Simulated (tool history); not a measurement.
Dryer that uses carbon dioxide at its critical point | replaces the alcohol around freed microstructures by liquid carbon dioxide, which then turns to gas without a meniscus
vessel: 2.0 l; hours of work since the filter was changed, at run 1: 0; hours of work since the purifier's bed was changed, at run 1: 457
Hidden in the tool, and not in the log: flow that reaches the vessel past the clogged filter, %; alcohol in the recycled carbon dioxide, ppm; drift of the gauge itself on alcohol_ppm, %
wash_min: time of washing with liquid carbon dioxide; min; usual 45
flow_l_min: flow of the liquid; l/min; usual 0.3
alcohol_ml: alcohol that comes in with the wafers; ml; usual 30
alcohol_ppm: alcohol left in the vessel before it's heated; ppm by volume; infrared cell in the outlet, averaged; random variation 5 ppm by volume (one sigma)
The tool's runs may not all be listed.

| run | hour | wash_min | flow_l_min | alcohol_ml | hours of work since the filter was changed | hours of work since the purifier's bed was changed | alcohol_ppm |
|---|---|---|---|---|---|---|---|
| 1 | 0 | 45 | 0.3 | 30 | 0 | 457 | 213 |
| 2 | 30.1 | 45 | 0.3 | 30 | 10 | 467 | 215 |
| 3 | 54.9 | 45 | 0.3 | 30 | 18 | 475 | 222 |
| 4 | 79 | 45 | 0.3 | 30 | 26 | 482 | 218 |
| 5 | 119.2 | 45 | 0.3 | 30 | 39 | 496 | 224 |
| 6 | 160.3 | 45 | 0.345 | 30 | 52 | 509 | 192 |
| 7 | 202.9 | 31 | 0.3 | 30 | 66 | 523 | 478 |
| 8 | 228.1 | 31 | 0.3 | 30 | 74 | 531 | 466 |
| 9 | 263.3 | 31 | 0.3 | 30 | 86 | 543 | 465 |
| 10 | 300.9 | 45 | 0.3 | 52 | 98 | 555 | 285 |
| 11 | 357.8 | 45 | 0.3 | 52 | 117 | 573 | 303 |
| 12 | 400.5 | 45 | 0.3 | 30 | 131 | 587 | 265 |
| 13 | 436.8 | 45 | 0.3 | 30 | 142 | 599 | 271 |
| 14 | 489.3 | 45 | 0.3 | 30 | 159 | 616 | 269 |
| 15 | 531.9 | 45 | 0.3 | 113 | 173 | 630 | 437 |
| 16 | 569.8 | 45 | 0.3 | 113 | 186 | 642 | 457 |
| 17 | 627 | 34 | 0.3 | 113 | 204 | 661 | 1100 |
| 18 | 660.5 | 44 | 0.3 | 30 | 215 | 672 | 331 |
| 19 | 692.2 | 45 | 0.3 | 56 | 226 | 682 | 364 |
| 20 | 716.9 | 45 | 0.3 | 56 | 234 | 690 | 392 |
| 21 | 741.4 | 45 | 0.196 | 56 | 242 | 698 | 1018 |
| 22 | 778.7 | 45 | 0.3 | 38 | 254 | 710 | 339 |
| 23 | 826.5 | 45 | 0.3 | 38 | 269 | 726 | 348 |
| 24 | 851.9 | 62 | 0.3 | 30 | 278 | 734 | 279 |
| 25 | 898.2 | 35 | 0.439 | 52 | 293 | 749 | 338 |
| 26 | 943.3 | 35 | 0.439 | 52 | 307 | 764 | 335 |
| 27 | 988.4 | 36 | 0.401 | 21 | 322 | 779 | 322 |
| 28 | 1025.2 | 36 | 0.47 | 50 | 334 | 791 | 328 |
| 29 | 1075.1 | 36 | 0.47 | 50 | 350 | 807 | 329 |
| 30 | 1110.9 | 39 | 0.478 | 120 | 362 | 819 | 355 |
| 31 | 1147.5 | 61 | 0.199 | 72 | 374 | 831 | 628 |
| 32 | 1190.9 | 33 | 0.199 | 33 | 388 | 845 | 1608 |
| 33 | 1219.2 | 45 | 0.3 | 105 | 397 | 854 | 648 |
|  | 1265.8 | purifier's bed changed |
| 34 | 1271.2 | 45 | 0.372 | 105 | 413 | 2 | 111 |
| 35 | 1328.6 | 45 | 0.372 | 105 | 432 | 20 | 132 |
|  | 1361.4 | inlet filter changed |
| 36 | 1388.7 | 45 | 0.372 | 105 | 9 | 40 | 61 |
| 37 | 1418.1 | 36 | 0.202 | 30 | 18 | 49 | 632 |
| 38 | 1443.5 | 36 | 0.202 | 31 | 27 | 58 | 659 |
| 39 | 1492 | 45 | 0.3 | 39 | 43 | 73 | 86 |
| 40 | 1525.8 | 45 | 0.3 | 101 | 54 | 84 | 197 |
| 41 | 1564.1 | 46 | 0.317 | 101 | 66 | 97 | 145 |
| 42 | 1597.7 | 30 | 0.207 | 30 | 77 | 108 | 1045 |
| 43 | 1654.3 | 30 | 0.207 | 30 | 95 | 126 | 1077 |
| 44 | 1695.5 | 43 | 0.207 | 42 | 109 | 140 | 518 |
| 45 | 1745.4 | 66 | 0.207 | 42 | 125 | 156 | 121 |
| 46 | 1770.1 | 49 | 0.436 | 42 | 133 | 164 | 60 |
| 47 | 1796 | 49 | 0.436 | 42 | 142 | 172 | 65 |

3 ways to go on from here, each from the tool as it stands after run 47. What would each give?
| A | 1833.3 | 56 | 0.3 | 30 | 154 | 185 | ? |
| B | 1833.3 | 43 | 0.3 | 30 | 154 | 185 | ? |
| C | 1833.3 | 53 | 0.3 | 30 | 154 | 185 | ? |

| run | alcohol_ppm |
|---|---|
| A | 88 |
| B | 137 |
| C | 92 |
Without the tool's hidden state the same runs would have given:
| run | alcohol_ppm |
|---|---|
| A | 18 |
| B | 52 |
| C | 18 |
